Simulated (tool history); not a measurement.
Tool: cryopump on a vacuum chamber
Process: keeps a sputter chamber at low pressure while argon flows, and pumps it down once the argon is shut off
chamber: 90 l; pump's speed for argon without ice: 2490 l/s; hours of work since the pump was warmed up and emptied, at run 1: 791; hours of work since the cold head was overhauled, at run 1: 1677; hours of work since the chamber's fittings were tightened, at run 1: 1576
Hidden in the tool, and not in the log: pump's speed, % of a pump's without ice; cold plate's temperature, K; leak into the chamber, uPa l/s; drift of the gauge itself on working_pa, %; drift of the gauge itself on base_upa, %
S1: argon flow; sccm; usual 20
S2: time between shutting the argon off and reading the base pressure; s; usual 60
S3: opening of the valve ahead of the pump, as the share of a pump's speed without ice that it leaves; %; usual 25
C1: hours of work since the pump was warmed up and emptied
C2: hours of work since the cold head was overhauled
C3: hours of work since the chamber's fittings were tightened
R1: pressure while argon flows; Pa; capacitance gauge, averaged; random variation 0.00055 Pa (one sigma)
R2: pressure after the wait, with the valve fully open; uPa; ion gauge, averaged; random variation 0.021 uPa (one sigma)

run	hour	S1	S2	S3	C1	C2	C3	R1	R2
1	0.0	20	60	25	791	1677	1576	0.0580	1.37
2	32.7	20	60	25	815	1701	1599	0.0570	1.38
3	76.8	20	60	25	846	1732	1630	0.0577	1.42
# hour 132.2: pump warmed up, emptied and cooled again
4	134.9	20	60	25	2	1770	1668	0.0553	1.22
5	176.1	11	60	25	31	1799	1698	0.0297	1.25
6	242.9	11	60	25	79	1847	1746	0.0301	1.25
7	302.6	11	60	25	122	1890	1788	0.0296	1.27
8	334.5	8	57	25	144	1913	1811	0.0219	1.32
9	387.4	25	60	54	182	1950	1849	0.0334	1.32
10	433.8	25	60	54	215	1983	1882	0.0329	1.35
11	499.6	27	60	19	262	2030	1929	0.0979	1.32
12	552.1	16	60	28	300	2068	1966	0.0398	1.42
13	623.5	20	60	51	351	2119	2017	0.0287	1.45

How the hidden state differs across the entries between the runs, from the last listed run before each to the first after it:
Between runs 3 and 4: pump warmed up, emptied and cooled again (hour 132.2)
  pump's speed, % of a pump's without ice: 79.6 -> 99.4; cold plate's temperature, K: 12.79 -> 12.8; leak into the chamber, uPa l/s: 2083 -> 2123
  measured less the result without the state, R1: +0.0038 -> +0.0004 Pa; R2: +0.96 -> +0.74 uPa
